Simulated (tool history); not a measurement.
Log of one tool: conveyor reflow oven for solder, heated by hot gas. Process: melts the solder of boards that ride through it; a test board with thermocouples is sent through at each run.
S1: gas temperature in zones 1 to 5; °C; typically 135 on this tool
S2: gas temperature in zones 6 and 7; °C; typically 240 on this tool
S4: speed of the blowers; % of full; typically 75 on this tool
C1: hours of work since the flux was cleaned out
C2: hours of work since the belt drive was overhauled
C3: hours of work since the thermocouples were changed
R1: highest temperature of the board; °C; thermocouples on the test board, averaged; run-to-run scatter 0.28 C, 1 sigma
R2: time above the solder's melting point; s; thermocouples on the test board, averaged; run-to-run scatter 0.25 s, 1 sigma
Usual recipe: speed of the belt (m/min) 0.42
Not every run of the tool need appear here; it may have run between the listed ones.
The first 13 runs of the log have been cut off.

run 14 hour=290.7 | S1=130 S2=240 speed_of_the_belt_(m/min)=0.42 S4=75 | C1=313 C2=201 C3=264 | R1=217.9 R2=61.8
run 15 hour=310.9 | S1=130 S2=240 speed_of_the_belt_(m/min)=0.42 S4=75 | C1=322 C2=210 C3=272 | R1=218.3 R2=61.3
run 16 hour=341.6 | S1=130 S2=240 speed_of_the_belt_(m/min)=0.42 S4=75 | C1=336 C2=223 C3=286 | R1=218.4 R2=61.5
run 17 hour=368.4 | S1=135 S2=243 speed_of_the_belt_(m/min)=0.42 S4=66 | C1=348 C2=235 C3=298 | R1=219.2 R2=63.1
run 18 hour=392.4 | S1=134 S2=240 speed_of_the_belt_(m/min)=0.486 S4=55 | C1=358 C2=245 C3=308 | R1=205.2 R2=39.8
run 19 hour=428.4 | S1=134 S2=240 speed_of_the_belt_(m/min)=0.486 S4=55 | C1=374 C2=261 C3=324 | R1=204.9 R2=39.1
run 20 hour=451.8 | S1=135 S2=240 speed_of_the_belt_(m/min)=0.42 S4=74 | C1=384 C2=272 C3=335 | R1=218.7 R2=63
run 21 hour=475.5 | S1=141 S2=252 speed_of_the_belt_(m/min)=0.42 S4=75 | C1=395 C2=282 C3=345 | R1=230 R2=74.4
-- hour=482 belt drive overhauled, speed set with a stopwatch
run 22 hour=506.8 | S1=141 S2=253 speed_of_the_belt_(m/min)=0.429 S4=75 | C1=407 C2=11 C3=357 | R1=230 R2=73.5
run 23 hour=527.1 | S1=122 S2=240 speed_of_the_belt_(m/min)=0.42 S4=75 | C1=416 C2=20 C3=366 | R1=215.7 R2=56.4
run 24 hour=547 | S1=136 S2=236 speed_of_the_belt_(m/min)=0.354 S4=75 | C1=425 C2=29 C3=375 | R1=221.5 R2=80.6
run 25 hour=567.1 | S1=127 S2=240 speed_of_the_belt_(m/min)=0.341 S4=58 | C1=433 C2=37 C3=384 | R1=220.1 R2=77.2
-- hour=603.1 flux residue cleaned out of gas plates and filters
run 26 hour=605.2 | S1=127 S2=240 speed_of_the_belt_(m/min)=0.341 S4=58 | C1=1 C2=52 C3=398 | R1=224.5 R2=82.1
run 27 hour=633.7 | S1=129 S2=240 speed_of_the_belt_(m/min)=0.408 S4=75 | C1=13 C2=65 C3=411 | R1=224 R2=68.3
run 28 hour=654.1 | S1=149 S2=236 speed_of_the_belt_(m/min)=0.379 S4=55 | C1=22 C2=74 C3=420 | R1=220 R2=78.8
run 29 hour=678 | S1=136 S2=240 speed_of_the_belt_(m/min)=0.42 S4=75 | C1=33 C2=84 C3=430 | R1=223.8 R2=69.6
-- hour=692.6 belt drive overhauled, speed set with a stopwatch, once more
run 30 hour=697.6 | S1=133 S2=229 speed_of_the_belt_(m/min)=0.497 S4=64 | C1=40 C2=2 C3=437 | R1=203.2 R2=37.8

Here are 3 independent what-if runs from the current tool condition. What would each one return?
run A hour=723.5 | S1=145 S2=240 speed_of_the_belt_(m/min)=0.42 S4=75 | C1=51 C2=14 C3=448 | R1=? R2=?
run B hour=723.5 | S1=121 S2=229 speed_of_the_belt_(m/min)=0.497 S4=64 | C1=51 C2=14 C3=448 | R1=? R2=?
run C hour=723.5 | S1=131 S2=244 speed_of_the_belt_(m/min)=0.42 S4=52 | C1=51 C2=14 C3=448 | R1=? R2=?

run=A R1=224.8 R2=72.3
run=B R1=200.1 R2=30.4
run=C R1=217.3 R2=59.3
Without the tool's unlogged condition, the same runs would have read:
run=A R1=223.7 R2=71.5
run=B R1=199.3 R2=29.4
run=C R1=216.3 R2=58.3

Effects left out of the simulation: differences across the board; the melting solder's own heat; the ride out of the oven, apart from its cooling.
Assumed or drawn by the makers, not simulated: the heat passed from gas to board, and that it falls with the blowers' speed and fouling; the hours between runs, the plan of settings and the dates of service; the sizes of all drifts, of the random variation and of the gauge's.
